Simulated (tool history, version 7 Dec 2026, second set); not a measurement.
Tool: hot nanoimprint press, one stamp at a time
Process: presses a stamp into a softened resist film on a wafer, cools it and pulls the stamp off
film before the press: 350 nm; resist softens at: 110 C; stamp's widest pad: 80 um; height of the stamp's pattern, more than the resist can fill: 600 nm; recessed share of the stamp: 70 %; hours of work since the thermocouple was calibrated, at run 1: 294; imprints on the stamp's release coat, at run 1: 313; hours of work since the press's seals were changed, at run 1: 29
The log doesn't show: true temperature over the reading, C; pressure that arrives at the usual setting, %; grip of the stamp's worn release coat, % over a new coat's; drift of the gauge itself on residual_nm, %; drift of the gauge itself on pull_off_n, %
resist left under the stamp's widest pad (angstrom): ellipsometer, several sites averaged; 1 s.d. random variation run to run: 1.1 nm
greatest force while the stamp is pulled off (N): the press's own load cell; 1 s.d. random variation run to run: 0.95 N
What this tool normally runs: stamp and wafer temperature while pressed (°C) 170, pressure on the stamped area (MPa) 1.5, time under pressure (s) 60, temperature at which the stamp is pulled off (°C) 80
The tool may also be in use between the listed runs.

run   hour  stamp and wafer temperature while pressed (°C)  pressure on the stamped area (MPa)  time under pressure (s)  temperature at which the stamp is pulled off (°C)  hours of work since the thermocouple was calibrated  imprints on the stamp's release coat  hours of work since the press's seals were changed  resist left under the stamp's widest pad (angstrom)  greatest force while the stamp is pulled off (N)
  1      0                                             170                                 1.5                       60                                                 80                                                  294                                   313                                                  29                                                 1952                                             124.2
  2   11.1                                             170                                 1.5                       60                                                 80                                                  299                                   342                                                  34                                                 1967                                             125.8
  3   26.3                                             170                                 1.5                       60                                                 80                                                  305                                   381                                                  41                                                 1942                                             124.9
  4   37.1                                             170                                 1.5                       60                                                 84                                                  310                                   409                                                  45                                                 1954                                             119.4
  5   54.1                                             170                                1.76                       60                                                 80                                                  318                                   452                                                  53                                                 1808                                             125.5
  6   67.9                                             170                                1.76                       60                                                 80                                                  324                                   488                                                  59                                                 1798                                             125.4
  7   80.5                                             170                                1.76                       60                                                 69                                                  329                                   520                                                  64                                                 1801                                             136.1
  8   96.3                                             170                                1.76                       60                                                 69                                                  336                                   561                                                  71                                                 1817                                             136.2
     103.5  -- stamp cleaned and given a new release coat
  9    117                                             170                                 1.5                       60                                                 80                                                  343                                    35                                                  78                                                 1925                                             124.3
 10  133.1                                             170                                 1.5                       60                                                 80                                                  350                                    76                                                  85                                                 1914                                               123
 11  151.7                                             170                                 1.5                       60                                                 80                                                  358                                   123                                                  93                                                 1917                                             125.5
 12  162.7                                             170                                 1.4                       60                                                 80                                                  363                                   152                                                  98                                                 1968                                             124.4
 13  170.7                                             170                                 1.4                       60                                                 80                                                  366                                   172                                                 101                                                 1945                                             124.1
       183  -- plate thermocouple calibrated
 14  191.1                                             170                                 1.4                       60                                                 80                                                    4                                   217                                                 109                                                 1980                                               124
 15  199.2                                             170                                 1.4                       60                                                 80                                                    7                                   238                                                 112                                                 1998                                             123.3
     202.3  -- gauge calibrated
 16  212.8                                             170                                 1.4                      103                                                 80                                                   13                                   273                                                 118                                                 1680                                             125.3
 17  229.7                                             168                                 1.4                      103                                                 80                                                   20                                   316                                                 126                                                 1788                                             125.3
 18  239.6                                             170                                 1.5                       32                                                 66                                                   25                                   342                                                 130                                                 2353                                             137.4
 19  248.2                                             159                                1.88                       81                                                 72                                                   29                                   364                                                 134                                                 2286                                             133.5
 20  263.8                                             182                                 1.5                       33                                                 77                                                   35                                   404                                                 141                                                 1703                                             128.5
 21  280.4                                             182                                 1.5                       33                                                 77                                                   43                                   446                                                 148                                                 1697                                             128.5
 22  294.1                                             182                                 1.5                       33                                                 77                                                   49                                   481                                                 154                                                 1700                                             128.1
 23  305.4                                             182                                 1.5                       33                                                 77                                                   54                                   511                                                 159                                                 1693                                             127.1
 24  316.5                                             170                                 1.5                       61                                                 80                                                   58                                   539                                                 164                                                 1912                                             123.5
     332.4  -- stamp cleaned and given a new release coat
 25  337.6                                             170                                 1.5                       61                                                 80                                                   65                                    13                                                 170                                                 1920                                             124.9
 26  345.8                                             170                                 1.5                       61                                                 80                                                   69                                    34                                                 174                                                 1928                                               124
 27  356.4                                             170                                1.89                       60                                                 66                                                   73                                    61                                                 179                                                 1764                                             136.5
 28  372.9                                             170                                1.89                       60                                                 66                                                   81                                   104                                                 186                                                 1727                                             138.5
 29  381.9                                             170                                1.89                       60                                                 66                                                   85                                   127                                                 190                                                 1749                                             138.4
 30  390.6                                             170                                 1.5                       38                                                 85                                                   88                                   149                                                 194                                                 2193                                             120.9
 31  408.8                                             164                                 1.5                       34                                                 80                                                   96                                   196                                                 202                                                 2586                                               124

Predict each of these 3 candidate next runs independently; none follows another, all start after run 31:
  A  423.1                                             181                                 1.5                       34                                                 80                                                  103                                   232                                                 208                                                    ?                                                 ?
  B  423.1                                             166                                 1.5                       60                                                 66                                                  103                                   232                                                 208                                                    ?                                                 ?
  C  423.1                                             170                                 1.5                       60                                                 88                                                  103                                   232                                                 208                                                    ?                                                 ?

run  resist left under the stamp's widest pad (angstrom)  greatest force while the stamp is pulled off (N)
  A                                                 1682                                             122.7
  B                                                 2147                                               137
  C                                                 1900                                             116.1
Without the tool's unlogged condition, the same runs would have read:
run  resist left under the stamp's widest pad (angstrom)  greatest force while the stamp is pulled off (N)
  A                                                 1740                                             122.4
  B                                                 2221                                             136.8
  C                                                 1965                                             115.8
